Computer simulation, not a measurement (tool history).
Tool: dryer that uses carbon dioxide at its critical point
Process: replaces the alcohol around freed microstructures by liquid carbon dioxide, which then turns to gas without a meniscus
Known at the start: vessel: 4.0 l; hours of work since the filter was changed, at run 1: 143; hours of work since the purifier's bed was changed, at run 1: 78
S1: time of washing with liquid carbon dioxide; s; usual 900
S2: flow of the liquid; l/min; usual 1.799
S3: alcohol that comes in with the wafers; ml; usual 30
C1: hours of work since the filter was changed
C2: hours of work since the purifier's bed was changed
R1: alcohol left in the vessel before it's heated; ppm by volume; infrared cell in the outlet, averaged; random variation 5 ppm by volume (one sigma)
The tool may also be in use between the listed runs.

run    hour    S1     S2   S3   C1    C2   R1
  1       0   900  1.799   30  143    78   77
  2    51.4   900  1.799   30  169   104   85
  3   106.4   900  1.799   30  197   132   85
  4   170.1   900  1.799   30  230   165   92
  5   206.7   900  1.799   30  248   183   88
      252.4  -- inlet filter changed
  6     266   900  1.799   30    7   213   61
  7     309   900  1.799   30   29   235   60
  8   361.8   900  1.799   30   56   262   53
  9   407.3   900  1.799   30   79   285   75
 10   468.6   900  1.799   30  111   317   77
 11   536.3   900  1.799   30  145   351   86
 12   565.5   900  1.799   30  160   366   85
 13   613.7   900  1.799   40  185   391  127
 14   658.8   900  1.799   30  208   414   99
 15   712.1   900  1.799   30  235   441  114
 16   759.4  1260  1.799   30  259   466   43
      788.2  -- inlet filter changed
 17     798  1260  1.799   30    5   485   42
 18   859.8  1260  1.799   30   37   516   33
 19   903.8  1260  1.799   30   59   539   38
 20   948.1   900   1.43   30   82   561  182
 21   997.1   900   1.43   30  107   587  174
 22  1041.8   900   1.43   30  130   609  210
 23  1076.5   900   1.43   30  147   627  201
 24  1108.4   900  1.799   40  164   643  121
 25    1172   660    1.6   26  196   676  349
 26  1230.6   660    1.6   26  226   706  379
 27    1297   900  1.799   71  260   740  236
     1319.6  -- inlet filter changed
 28  1355.3   900   2.47   96   18   769   62
 29  1409.5   600   1.65   30   46   797  390
 30  1476.2   600   1.65   30   80   831  403
 31  1506.8   600   1.65   30   96   847  385
 32  1550.6  1200   2.04   51  118   869   57
 33  1596.8  1020   2.05   30  142   893   66
 34  1650.5  1020   2.05   30  169   920   69
 35  1715.7   900   2.05   27  203   953   84
 36  1766.1   900   2.05   27  228   979   97
 37  1809.7   900   1.23   30  251  1002  394
       1833  -- purifier's bed changed
     1854.3  -- inlet filter changed
 38  1854.3   600   1.23   30    0    10  693
 39  1898.7   600   1.23   30   23    33  727
 40  1965.8   600   2.12   66   57    67  313
 41  2015.1   600   2.12  105   82    93  506
 42  2058.7   600   2.12  105  105   115  539
 43  2112.8   660   1.55   30  132   143  359
 44  2148.8   960   1.31   42  151   161  278
 45    2186   960   1.31   26  170   180  182
 46  2240.7  1020   2.44   26  198   208   25
 47  2291.3  1020   2.44   26  223   234   22

Forecast each of these 3 alternatives for the next run:
  A  2350.2  1020  3.04  30  254  264   ?
  B  2350.2  1140  2.24  30  254  264   ?
  C  2350.2  1020  2.44  38  254  264   ?

run  R1
  A  17
  B  21
  C  27
Without the tool's hidden state the same runs would have given:
run  R1
  A   1
  B   3
  C   7
